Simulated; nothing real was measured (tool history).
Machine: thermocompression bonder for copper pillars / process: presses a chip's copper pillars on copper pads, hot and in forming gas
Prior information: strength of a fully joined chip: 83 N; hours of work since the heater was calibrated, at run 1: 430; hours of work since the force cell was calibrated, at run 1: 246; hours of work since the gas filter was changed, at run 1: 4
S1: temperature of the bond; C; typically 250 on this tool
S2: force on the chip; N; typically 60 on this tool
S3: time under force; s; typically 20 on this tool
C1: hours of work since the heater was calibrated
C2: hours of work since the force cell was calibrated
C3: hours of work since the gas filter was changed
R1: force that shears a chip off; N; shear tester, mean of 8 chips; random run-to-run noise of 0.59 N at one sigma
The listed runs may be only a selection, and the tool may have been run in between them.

| run | hour | S1 | S2 | S3 | C1 | C2 | C3 | R1 |
|---|---|---|---|---|---|---|---|---|
| 1 | 0.0 | 250 | 60 | 20 | 430 | 246 | 4 | 33.2 |
| 2 | 8.2 | 250 | 60 | 20 | 433 | 250 | 8 | 33.1 |
| 3 | 17.3 | 250 | 49 | 20 | 438 | 254 | 12 | 28.3 |
| 4 | 29.0 | 250 | 79 | 20 | 443 | 260 | 17 | 36.6 |
| 5 | 45.1 | 250 | 79 | 20 | 450 | 267 | 24 | 37.2 |
| 6 | 59.0 | 250 | 67 | 20 | 457 | 273 | 31 | 34.8 |
| 7 | 71.6 | 250 | 67 | 20 | 462 | 279 | 37 | 34.9 |
| 8 | 85.4 | 250 | 67 | 20 | 469 | 285 | 43 | 33.9 |
| 9 | 103.1 | 250 | 67 | 20 | 477 | 294 | 51 | 34.8 |
| 10 | 110.4 | 250 | 67 | 20 | 480 | 297 | 54 | 35.4 |
| 11 | 127.7 | 250 | 67 | 20 | 488 | 305 | 62 | 34.6 |
|  | 130.1 | force cell calibrated |
| 12 | 141.0 | 250 | 44 | 20 | 494 | 5 | 68 | 27.2 |
| 13 | 152.4 | 250 | 44 | 20 | 499 | 10 | 73 | 26.5 |
| 14 | 163.9 | 250 | 60 | 20 | 504 | 16 | 78 | 32.7 |
| 15 | 177.6 | 250 | 60 | 20 | 510 | 22 | 85 | 33.3 |
| 16 | 188.2 | 250 | 60 | 20 | 515 | 27 | 89 | 32.2 |
| 17 | 197.1 | 250 | 60 | 23 | 519 | 31 | 93 | 35.5 |
| 18 | 213.4 | 250 | 60 | 14 | 527 | 38 | 101 | 28.4 |
|  | 218.9 | force cell calibrated, once more |
| 19 | 223.6 | 224 | 60 | 20 | 531 | 2 | 105 | 22.7 |
| 20 | 237.9 | 224 | 60 | 20 | 537 | 9 | 111 | 21.8 |
| 21 | 248.1 | 224 | 60 | 20 | 542 | 13 | 116 | 22.4 |
| 22 | 257.0 | 224 | 60 | 20 | 546 | 17 | 120 | 22.2 |
| 23 | 267.3 | 224 | 60 | 20 | 551 | 22 | 125 | 21.8 |
| 24 | 274.5 | 271 | 60 | 13 | 554 | 26 | 128 | 36.4 |
| 25 | 286.1 | 240 | 79 | 13 | 559 | 31 | 134 | 28.1 |
| 26 | 294.1 | 276 | 47 | 20 | 563 | 34 | 137 | 39.1 |
| 27 | 308.2 | 246 | 38 | 56 | 570 | 41 | 144 | 35.6 |
| 28 | 324.0 | 243 | 69 | 16 | 577 | 48 | 151 | 30.6 |
| 29 | 337.3 | 228 | 76 | 26 | 583 | 54 | 157 | 29.6 |
| 30 | 345.8 | 228 | 76 | 26 | 587 | 58 | 161 | 29.0 |
| 31 | 363.0 | 245 | 36 | 40 | 595 | 66 | 169 | 30.7 |
| 32 | 374.1 | 250 | 60 | 27 | 600 | 71 | 174 | 35.7 |
| 33 | 384.9 | 250 | 60 | 27 | 605 | 76 | 179 | 36.2 |
| 34 | 399.5 | 250 | 60 | 27 | 611 | 83 | 186 | 36.0 |
| 35 | 414.2 | 235 | 60 | 16 | 618 | 90 | 192 | 24.1 |
| 36 | 423.3 | 248 | 49 | 16 | 622 | 94 | 197 | 27.8 |
| 37 | 438.0 | 270 | 70 | 33 | 629 | 100 | 203 | 53.6 |
| 38 | 451.6 | 270 | 70 | 33 | 635 | 107 | 209 | 51.6 |
| 39 | 459.2 | 270 | 70 | 33 | 639 | 110 | 213 | 51.4 |

Entry by entry between the runs, the difference in hidden state between the last listed run before and the first listed run after:
Logged between run 11 and run 12: force cell calibrated (hour 130.1)
  force that reaches the chip, % of what is set: 99.1 -> 98.6; oxide that the forming gas leaves, % of the face: 1.25 -> 1.31
  what was measured, less what the result would be without the hidden state, R1: +1.6 -> +1.3 N
Logged between run 18 and run 19: force cell calibrated, once more (hour 218.9)
  true temperature of the bond over the reading, C: 4.7 -> 4.8; force that reaches the chip, % of what is set: 98.6 -> 99.7; oxide that the forming gas leaves, % of the face: 1.67 -> 1.72
  what was measured, less what the result would be without the hidden state, R1: +1.3 -> +1.4 N

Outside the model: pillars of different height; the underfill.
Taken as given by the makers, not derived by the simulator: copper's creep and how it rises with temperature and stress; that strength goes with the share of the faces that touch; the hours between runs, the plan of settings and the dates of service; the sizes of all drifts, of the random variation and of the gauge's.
